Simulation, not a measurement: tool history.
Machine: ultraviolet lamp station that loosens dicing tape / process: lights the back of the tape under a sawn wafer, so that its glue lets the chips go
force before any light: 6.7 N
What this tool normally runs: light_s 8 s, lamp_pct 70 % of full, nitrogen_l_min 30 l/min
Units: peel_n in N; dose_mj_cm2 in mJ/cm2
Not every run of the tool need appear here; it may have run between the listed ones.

{"run": 1, "day": 0.0, "light_s": 8, "lamp_pct": 70, "nitrogen_l_min": 30, "peel_n": 0.733, "dose_mj_cm2": 328}
{"run": 2, "day": 2.508, "light_s": 8, "lamp_pct": 70, "nitrogen_l_min": 30, "peel_n": 0.791, "dose_mj_cm2": 313}
{"run": 3, "day": 5.821, "light_s": 8, "lamp_pct": 70, "nitrogen_l_min": 30, "peel_n": 0.893, "dose_mj_cm2": 295}
{"day": 6.992, "done": "window cleaned of glue's vapour"}
{"run": 4, "day": 9.088, "light_s": 8, "lamp_pct": 70, "nitrogen_l_min": 30, "peel_n": 0.736, "dose_mj_cm2": 330}
{"run": 5, "day": 12.421, "light_s": 8, "lamp_pct": 70, "nitrogen_l_min": 30, "peel_n": 0.867, "dose_mj_cm2": 303}
{"run": 6, "day": 14.229, "light_s": 8, "lamp_pct": 70, "nitrogen_l_min": 30, "peel_n": 0.881, "dose_mj_cm2": 299}
{"run": 7, "day": 17.458, "light_s": 8, "lamp_pct": 65, "nitrogen_l_min": 30, "peel_n": 1.15, "dose_mj_cm2": 260}
{"day": 17.829, "done": "window cleaned of glue's vapour"}
{"run": 8, "day": 21.704, "light_s": 8, "lamp_pct": 85, "nitrogen_l_min": 30, "peel_n": 0.584, "dose_mj_cm2": 363}
{"run": 9, "day": 23.912, "light_s": 8, "lamp_pct": 85, "nitrogen_l_min": 30, "peel_n": 0.674, "dose_mj_cm2": 351}
{"run": 10, "day": 26.262, "light_s": 8, "lamp_pct": 70, "nitrogen_l_min": 27, "peel_n": 1.05, "dose_mj_cm2": 281}
{"day": 28.771, "done": "window cleaned of glue's vapour"}
{"run": 11, "day": 29.633, "light_s": 8, "lamp_pct": 73, "nitrogen_l_min": 30, "peel_n": 0.798, "dose_mj_cm2": 314}
{"run": 12, "day": 32.525, "light_s": 8, "lamp_pct": 73, "nitrogen_l_min": 30, "peel_n": 0.887, "dose_mj_cm2": 294}
{"run": 13, "day": 36.075, "light_s": 8, "lamp_pct": 73, "nitrogen_l_min": 30, "peel_n": 0.993, "dose_mj_cm2": 282}
{"run": 14, "day": 38.592, "light_s": 7, "lamp_pct": 70, "nitrogen_l_min": 30, "peel_n": 1.485, "dose_mj_cm2": 219}
{"day": 39.708, "done": "window cleaned of glue's vapour"}
{"run": 15, "day": 41.112, "light_s": 6, "lamp_pct": 70, "nitrogen_l_min": 30, "peel_n": 1.49, "dose_mj_cm2": 210}
{"run": 16, "day": 45.121, "light_s": 8, "lamp_pct": 70, "nitrogen_l_min": 30, "peel_n": 1.064, "dose_mj_cm2": 263}
{"run": 17, "day": 47.046, "light_s": 8, "lamp_pct": 70, "nitrogen_l_min": 30, "peel_n": 1.233, "dose_mj_cm2": 252}
{"day": 50.504, "done": "window cleaned of glue's vapour"}
{"run": 18, "day": 51.029, "light_s": 8, "lamp_pct": 66, "nitrogen_l_min": 30, "peel_n": 1.162, "dose_mj_cm2": 258}
{"run": 19, "day": 54.879, "light_s": 8, "lamp_pct": 66, "nitrogen_l_min": 30, "peel_n": 1.35, "dose_mj_cm2": 232}
{"run": 20, "day": 58.242, "light_s": 8, "lamp_pct": 66, "nitrogen_l_min": 30, "peel_n": 1.475, "dose_mj_cm2": 218}
{"run": 21, "day": 61.021, "light_s": 8, "lamp_pct": 66, "nitrogen_l_min": 30, "peel_n": 1.648, "dose_mj_cm2": 203}
{"day": 61.521, "done": "window cleaned of glue's vapour"}
{"run": 22, "day": 64.079, "light_s": 8, "lamp_pct": 78, "nitrogen_l_min": 30, "peel_n": 1.092, "dose_mj_cm2": 272}
{"run": 23, "day": 66.667, "light_s": 8, "lamp_pct": 78, "nitrogen_l_min": 30, "peel_n": 1.191, "dose_mj_cm2": 253}
{"day": 69.704, "done": "lamp changed"}
{"run": 24, "day": 70.225, "light_s": 8, "lamp_pct": 70, "nitrogen_l_min": 26, "peel_n": 0.836, "dose_mj_cm2": 325}
{"day": 72.321, "done": "window cleaned of glue's vapour"}
{"run": 25, "day": 73.933, "light_s": 8, "lamp_pct": 70, "nitrogen_l_min": 30, "peel_n": 0.646, "dose_mj_cm2": 352}
{"run": 26, "day": 77.112, "light_s": 6, "lamp_pct": 87, "nitrogen_l_min": 42, "peel_n": 0.675, "dose_mj_cm2": 313}
{"run": 27, "day": 79.488, "light_s": 7, "lamp_pct": 70, "nitrogen_l_min": 30, "peel_n": 1.002, "dose_mj_cm2": 280}
{"day": 83.304, "done": "window cleaned of glue's vapour"}
{"run": 28, "day": 83.342, "light_s": 9, "lamp_pct": 78, "nitrogen_l_min": 50, "peel_n": 0.318, "dose_mj_cm2": 434}
{"run": 29, "day": 87.483, "light_s": 9, "lamp_pct": 78, "nitrogen_l_min": 50, "peel_n": 0.361, "dose_mj_cm2": 408}
{"run": 30, "day": 90.854, "light_s": 9, "lamp_pct": 78, "nitrogen_l_min": 50, "peel_n": 0.422, "dose_mj_cm2": 377}
{"day": 94.271, "done": "window cleaned of glue's vapour"}
{"run": 31, "day": 94.554, "light_s": 9, "lamp_pct": 78, "nitrogen_l_min": 50, "peel_n": 0.362, "dose_mj_cm2": 413}
{"run": 32, "day": 98.9, "light_s": 9, "lamp_pct": 78, "nitrogen_l_min": 50, "peel_n": 0.39, "dose_mj_cm2": 382}
{"run": 33, "day": 102.996, "light_s": 11, "lamp_pct": 78, "nitrogen_l_min": 35, "peel_n": 0.394, "dose_mj_cm2": 428}
{"day": 105.221, "done": "window cleaned of glue's vapour"}
{"run": 34, "day": 106.012, "light_s": 14, "lamp_pct": 82, "nitrogen_l_min": 35, "peel_n": 0.22, "dose_mj_cm2": 625}
{"run": 35, "day": 109.638, "light_s": 5, "lamp_pct": 82, "nitrogen_l_min": 36, "peel_n": 1.461, "dose_mj_cm2": 209}
{"run": 36, "day": 112.825, "light_s": 5, "lamp_pct": 82, "nitrogen_l_min": 36, "peel_n": 1.561, "dose_mj_cm2": 195}

What will run 37 give?
{"day": 116.192, "done": "window cleaned of glue's vapour"}
{"run": 37, "day": 116.725, "light_s": 11, "lamp_pct": 74, "nitrogen_l_min": 30, "peel_n": "?", "dose_mj_cm2": "?"}

peel_n: 0.453 N
dose_mj_cm2: 421 mJ/cm2
Without the tool's hidden state the same run would have given peel_n 0.279 N, dose_mj_cm2 545 mJ/cm2.

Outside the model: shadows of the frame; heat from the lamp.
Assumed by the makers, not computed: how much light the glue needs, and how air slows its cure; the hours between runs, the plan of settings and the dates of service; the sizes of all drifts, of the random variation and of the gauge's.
